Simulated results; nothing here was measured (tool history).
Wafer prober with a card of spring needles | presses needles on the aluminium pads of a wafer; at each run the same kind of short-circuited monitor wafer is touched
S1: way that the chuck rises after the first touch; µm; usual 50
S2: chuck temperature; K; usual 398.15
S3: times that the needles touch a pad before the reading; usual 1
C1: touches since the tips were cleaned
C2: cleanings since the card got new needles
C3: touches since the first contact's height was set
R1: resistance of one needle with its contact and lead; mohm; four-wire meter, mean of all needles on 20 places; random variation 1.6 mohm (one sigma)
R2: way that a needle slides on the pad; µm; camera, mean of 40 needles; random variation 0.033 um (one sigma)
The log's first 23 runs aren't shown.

run,hour,S1,S2,S3,C1,C2,C3,R1,R2
# hour 407.6: tips cleaned on abrasive film
24,417.0,50,314.15,2,2504,21,178881,147,7.59
# hour 437.2: tips cleaned on abrasive film
25,441.6,50,314.15,2,1174,22,185398,148,7.65
26,460.9,42,332.15,1,6323,22,190547,155,6.42
# hour 466.6: tips cleaned on abrasive film
27,482.9,33,332.15,1,4321,23,196361,164,5.04
# hour 496.4: tips cleaned on abrasive film
28,496.6,47,320.15,1,52,24,199979,151,7.17
29,521.5,30,341.15,2,6695,24,206622,171,4.59
# hour 527.6: tips cleaned on abrasive film
30,544.0,30,341.15,2,4365,25,212566,170,4.61
# hour 556.9: tips cleaned on abrasive film
31,558.7,55,341.15,2,482,26,216450,148,8.46
32,578.6,30,310.15,1,5785,26,221753,163,4.61
# hour 587.7: tips cleaned on abrasive film
33,592.8,30,310.15,1,1355,27,225504,162,4.69
# hour 618.1: tips cleaned on abrasive film
34,619.0,38,309.15,1,225,28,232435,155,5.87
35,639.6,38,309.15,1,5715,28,237925,155,5.89

Forecast each of these 3 alternatives for the next run:
# hour 643.5: height of the first contact set anew
# hour 648.8: tips cleaned on abrasive film
A,662.3,59,336.15,1,3585,29,4984,?,?
# hour 643.5: height of the first contact set anew
# hour 648.8: tips cleaned on abrasive film
B,662.3,32,303.15,3,3585,29,4984,?,?
# hour 643.5: height of the first contact set anew
# hour 648.8: tips cleaned on abrasive film
C,662.3,70,309.15,1,3585,29,4984,?,?

run,R1,R2
A,150,9.21
B,158,4.97
C,141,10.89
Without the tool's hidden state the same runs would have given:
run,R1,R2
A,150,8.86
B,158,4.78
C,141,10.48
